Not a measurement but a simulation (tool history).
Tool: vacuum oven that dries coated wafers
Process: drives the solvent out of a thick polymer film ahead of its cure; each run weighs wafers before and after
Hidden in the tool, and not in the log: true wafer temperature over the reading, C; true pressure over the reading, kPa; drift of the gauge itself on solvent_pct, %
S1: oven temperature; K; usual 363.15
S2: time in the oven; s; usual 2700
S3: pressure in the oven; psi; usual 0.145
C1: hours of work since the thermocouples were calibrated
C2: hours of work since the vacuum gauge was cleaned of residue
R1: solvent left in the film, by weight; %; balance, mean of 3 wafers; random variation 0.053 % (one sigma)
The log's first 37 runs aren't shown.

Run 38, hour 957.6: usual settings but S2 1500 s, S3 0.218 psi; C1 47; C2 707. Result: R1 5.86 %.
Run 39, hour 976.6: usual settings but S2 1500 s, S3 0.218 psi; C1 60; C2 720. Result: R1 5.79 %.
Run 40, hour 1006.6: usual settings but S2 1500 s, S3 0.218 psi; C1 80; C2 740. Result: R1 5.67 %.
Run 41, hour 1032.1: usual settings but S1 375.15 K, S2 1500 s, S3 0.212 psi; C1 97; C2 757. Result: R1 1.82 %.
Run 42, hour 1065.2: usual settings but S1 351.15 K, S2 1500 s, S3 0.1 psi; C1 119; C2 779. Result: R1 10.05 %.
Run 43, hour 1090.4: usual settings but S1 351.15 K, S2 1500 s, S3 0.1 psi; C1 136; C2 796. Result: R1 10.27 %.
Run 44, hour 1124.4: usual settings but S1 356.15 K, S2 1440 s, S3 0.281 psi; C1 158; C2 819. Result: R1 8.79 %.
Run 45, hour 1155.3: usual settings but S1 365.15 K, S2 4080 s, S3 0.205 psi; C1 179; C2 839. Result: R1 0.99 %.
Run 46, hour 1187: usual settings but S1 365.15 K, S2 4080 s, S3 0.205 psi; C1 200; C2 860. Result: R1 0.94 %.

Forecast each of these 3 alternatives for the next run:
Run A, hour 1215.9: usual settings but S1 360.15 K, S2 1320 s, S3 0.205 psi; C1 219; C2 880. Result: R1 ?.
Run B, hour 1215.9: usual settings but S1 371.15 K, S2 4680 s, S3 0.162 psi; C1 219; C2 880. Result: R1 ?.
Run C, hour 1215.9: usual settings but S1 348.15 K, S2 4080 s, S3 0.205 psi; C1 219; C2 880. Result: R1 ?.

run    R1
  A  7.75
  B  0.34
  C  6.56
Without the tool's hidden state the same runs would have given:
run    R1
  A  7.57
  B  0.28
  C  6.33
